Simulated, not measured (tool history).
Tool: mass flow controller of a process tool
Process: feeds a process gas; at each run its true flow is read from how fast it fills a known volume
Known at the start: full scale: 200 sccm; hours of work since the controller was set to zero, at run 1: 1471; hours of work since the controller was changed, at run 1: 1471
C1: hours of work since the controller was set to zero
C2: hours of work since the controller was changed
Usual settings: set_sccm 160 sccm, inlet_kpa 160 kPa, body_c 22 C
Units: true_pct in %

Run 1, day 0.000: usual settings; C1 1471; C2 1471. Result: true_pct 99.35 %.
Run 2, day 20.058: usual settings but inlet_kpa 257 kPa; C1 1651; C2 1651. Result: true_pct 98.55 %.
Run 3, day 38.842: usual settings but inlet_kpa 257 kPa; C1 1819; C2 1819. Result: true_pct 98.33 %.
Run 4, day 48.083: usual settings but inlet_kpa 257 kPa; C1 1902; C2 1902. Result: true_pct 98.28 %.
Run 5, day 60.829: usual settings but body_c 24 C; C1 2016; C2 2016. Result: true_pct 98.82 %.
Run 6, day 69.721: usual settings but inlet_kpa 230 kPa, body_c 24 C; C1 2096; C2 2096. Result: true_pct 98.38 %.
Run 7, day 80.333: usual settings but inlet_kpa 230 kPa, body_c 24 C; C1 2191; C2 2191. Result: true_pct 98.35 %.
Run 8, day 95.788: usual settings but inlet_kpa 230 kPa, body_c 24 C; C1 2329; C2 2329. Result: true_pct 98.24 %.
Run 9, day 112.762: usual settings but body_c 35 C; C1 2481; C2 2481. Result: true_pct 97.86 %.
Run 10, day 131.954: usual settings but set_sccm 168 sccm, body_c 35 C; C1 2653; C2 2653. Result: true_pct 97.99 %.
Run 11, day 147.546: usual settings but set_sccm 168 sccm, body_c 35 C; C1 2793; C2 2793. Result: true_pct 97.96 %.
Run 12, day 165.933: usual settings but set_sccm 168 sccm, body_c 35 C; C1 2958; C2 2958. Result: true_pct 97.79 %.
Run 13, day 184.321: usual settings; C1 3122; C2 3122. Result: true_pct 98.54 %.
Run 14, day 201.188: usual settings; C1 3273; C2 3273. Result: true_pct 98.36 %.
Run 15, day 214.133: usual settings; C1 3389; C2 3389. Result: true_pct 98.21 %.
Run 16, day 225.721: usual settings; C1 3493; C2 3493. Result: true_pct 98.24 %.
Run 17, day 236.467: usual settings; C1 3589; C2 3589. Result: true_pct 98.30 %.
Run 18, day 255.946: usual settings but inlet_kpa 198 kPa; C1 3764; C2 3764. Result: true_pct 97.94 %.
Run 19, day 271.879: usual settings but set_sccm 74 sccm, inlet_kpa 176 kPa; C1 3907; C2 3907. Result: true_pct 96.34 %.
Run 20, day 290.662: usual settings but set_sccm 74 sccm, inlet_kpa 176 kPa, body_c 25 C; C1 4075; C2 4075. Result: true_pct 95.94 %.
Run 21, day 310.312: usual settings but set_sccm 74 sccm, inlet_kpa 176 kPa, body_c 25 C; C1 4251; C2 4251. Result: true_pct 95.88 %.
Run 22, day 320.804: usual settings but set_sccm 194 sccm, inlet_kpa 254 kPa, body_c 38 C; C1 4345; C2 4345. Result: true_pct 96.80 %.
Run 23, day 339.467: usual settings but set_sccm 139 sccm, inlet_kpa 188 kPa, body_c 20 C; C1 4512; C2 4512. Result: true_pct 97.49 %.
Run 24, day 359.917: usual settings but set_sccm 46 sccm, inlet_kpa 219 kPa, body_c 38 C; C1 4695; C2 4695. Result: true_pct 93.64 %.
Run 25, day 372.688: usual settings but set_sccm 46 sccm, inlet_kpa 219 kPa, body_c 38 C; C1 4809; C2 4809. Result: true_pct 93.52 %.
Run 26, day 393.879: usual settings but inlet_kpa 166 kPa, body_c 32 C; C1 4999; C2 4999. Result: true_pct 96.78 %.
Run 27, day 406.354: usual settings but inlet_kpa 166 kPa, body_c 32 C; C1 5111; C2 5111. Result: true_pct 96.89 %.
Run 28, day 416.642: usual settings but inlet_kpa 192 kPa; C1 5203; C2 5203. Result: true_pct 97.26 %.
At day 434.354: controller's zero set anew.
Run 29, day 437.796: usual settings but inlet_kpa 192 kPa; C1 31; C2 5392. Result: true_pct 97.69 %.
Run 30, day 449.262: usual settings but set_sccm 27 sccm, inlet_kpa 217 kPa, body_c 32 C; C1 134; C2 5495. Result: true_pct 94.54 %.
Run 31, day 464.675: usual settings but inlet_kpa 180 kPa, body_c 20 C; C1 272; C2 5633. Result: true_pct 97.73 %.
Run 32, day 475.017: usual settings but set_sccm 124 sccm; C1 364; C2 5726. Result: true_pct 97.20 %.
Run 33, day 493.783: usual settings but set_sccm 124 sccm; C1 532; C2 5894. Result: true_pct 97.10 %.
Run 34, day 503.646: usual settings but set_sccm 124 sccm, body_c 26 C; C1 621; C2 5982. Result: true_pct 96.74 %.
At day 506.617: controller exchanged for a calibrated one.
Run 35, day 520.129: usual settings but set_sccm 124 sccm, body_c 26 C; C1 121; C2 121. Result: true_pct 99.00 %.
Run 36, day 535.229: usual settings but set_sccm 124 sccm, body_c 26 C; C1 256; C2 256. Result: true_pct 98.80 %.

Some steps in true_pct between neighbouring runs. How much of each would the tool show without its hidden state too (settings, what came in, random variation), and how much is left for the hidden state, with any gauge scatter that isn't in both results?
The hidden state here: flow at rest that the sensor doesn't see, % of full scale; true flow over the shown one, %; drift of the gauge itself on true_pct, %.
Run 23 -> 24: set_sccm 139 -> 46, inlet_kpa 188 -> 219, body_c 20 -> 38. true_pct -3.85 %: hidden state -1.09, all else -2.76.
Run 25 -> 26: set_sccm 46 -> 160, inlet_kpa 219 -> 166, body_c 38 -> 32. true_pct +3.26 %: hidden state +1.01, all else +2.25.
Run 30 -> 31: set_sccm 27 -> 160, inlet_kpa 217 -> 180, body_c 32 -> 20. true_pct +3.19 %: hidden state +0.10, all else +3.09.
Run 34 -> 35: controller exchanged for a calibrated one. true_pct +2.26 %: hidden state +2.20, all else +0.06.
